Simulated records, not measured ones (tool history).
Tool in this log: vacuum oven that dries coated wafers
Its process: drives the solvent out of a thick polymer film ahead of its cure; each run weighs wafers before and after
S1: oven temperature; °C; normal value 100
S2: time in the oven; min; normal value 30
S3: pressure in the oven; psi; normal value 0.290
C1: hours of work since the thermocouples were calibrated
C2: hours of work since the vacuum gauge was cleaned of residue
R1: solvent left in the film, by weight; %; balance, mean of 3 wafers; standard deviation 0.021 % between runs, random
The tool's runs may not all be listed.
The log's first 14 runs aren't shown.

run,hour,S1,S2,S3,C1,C2,R1
15,357.5,100,26,0.290,15,578,3.85
16,385.7,100,26,0.290,32,595,3.83
17,412.6,100,26,0.290,48,611,3.82
18,431.2,94,26,0.290,60,622,5.55
19,448.6,94,26,0.290,70,633,5.55
20,471.2,94,26,0.290,84,647,5.60
21,503.8,97,30,0.290,104,667,3.84
22,522.4,97,30,0.290,115,678,3.88
23,546.7,97,30,0.290,130,693,3.88
24,568.9,93,30,0.254,144,706,4.85
25,589.0,100,37,0.254,156,718,2.18
26,619.5,109,20,0.619,174,737,3.85
27,654.1,109,20,0.619,195,758,3.84
28,684.6,107,30,0.177,214,777,1.49
29,709.8,107,30,0.177,229,792,1.48
30,742.1,105,42,0.596,249,812,2.33
31,757.6,105,42,0.596,258,821,2.33
32,781.6,106,34,0.290,273,836,1.64
33,810.8,106,34,0.290,291,853,1.66
34,836.2,106,34,0.290,306,869,1.64
35,853.8,114,35,0.290,317,880,0.88
36,871.8,114,35,0.290,328,890,0.87

For run 37, what comes out?
37,900.1,114,35,0.290,345,908,?

R1: 0.85 %
Were there no unlogged condition in the tool, this run, its random variation unchanged, would have produced R1 0.85 %.

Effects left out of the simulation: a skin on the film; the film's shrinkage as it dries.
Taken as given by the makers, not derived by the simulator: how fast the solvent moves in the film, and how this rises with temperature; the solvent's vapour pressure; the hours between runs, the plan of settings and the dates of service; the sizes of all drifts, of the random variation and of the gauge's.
